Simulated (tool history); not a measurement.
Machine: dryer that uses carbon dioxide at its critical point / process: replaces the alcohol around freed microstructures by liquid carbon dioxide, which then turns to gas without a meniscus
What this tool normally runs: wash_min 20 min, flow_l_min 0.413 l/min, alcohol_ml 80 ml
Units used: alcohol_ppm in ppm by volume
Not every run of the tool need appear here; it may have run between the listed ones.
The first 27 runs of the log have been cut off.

| run | day | wash_min | flow_l_min | alcohol_ml | hours of work since the filter was changed | hours of work since the purifier's bed was changed | alcohol_ppm |
|---|---|---|---|---|---|---|---|
| 28 | 9.358 | 25 | 0.635 | 80 | 40 | 273 | 80 |
| 29 | 9.654 | 25 | 0.635 | 29 | 46 | 278 | 75 |
| 30 | 10.092 | 16 | 0.460 | 80 | 53 | 286 | 375 |
| 31 | 10.300 | 30 | 0.413 | 49 | 57 | 289 | 84 |
| 32 | 10.612 | 32 | 0.263 | 30 | 62 | 295 | 144 |
| 33 | 11.029 | 32 | 0.263 | 30 | 69 | 302 | 140 |
| 34 | 11.329 | 32 | 0.263 | 30 | 75 | 307 | 147 |
| 35 | 11.717 | 13 | 0.413 | 40 | 81 | 314 | 781 |
| 36 | 11.992 | 17 | 0.356 | 44 | 86 | 318 | 565 |
| 37 | 12.279 | 17 | 0.356 | 44 | 91 | 323 | 570 |
| 38 | 12.742 | 18 | 0.413 | 47 | 99 | 331 | 268 |
| 39 | 13.221 | 24 | 0.346 | 80 | 107 | 340 | 269 |
| 40 | 13.567 | 24 | 0.346 | 80 | 113 | 346 | 275 |
| 41 | 13.867 | 24 | 0.346 | 80 | 118 | 351 | 270 |
| 42 | 14.246 | 24 | 0.346 | 80 | 125 | 357 | 277 |
| 43 | 14.725 | 31 | 0.572 | 22 | 133 | 366 | 99 |
| 44 | 15.050 | 13 | 0.572 | 43 | 139 | 371 | 250 |
| 45 | 15.379 | 13 | 0.572 | 43 | 144 | 377 | 259 |
| 46 | 15.704 | 18 | 0.282 | 55 | 150 | 382 | 1584 |

Below are 4 alternative next runs, each starting from the tool's condition after run 46. Predict each:
| A | 16.196 | 20 | 0.413 | 88 | 158 | 391 | ? |
| B | 16.196 | 25 | 0.413 | 40 | 158 | 391 | ? |
| C | 16.196 | 26 | 0.282 | 55 | 158 | 391 | ? |
| D | 16.196 | 18 | 0.608 | 86 | 158 | 391 | ? |

| run | alcohol_ppm |
|---|---|
| A | 317 |
| B | 129 |
| C | 411 |
| D | 125 |
With no hidden state in the tool, these same runs would have given:
| run | alcohol_ppm |
|---|---|
| A | 149 |
| B | 11 |
| C | 224 |
| D | 10 |
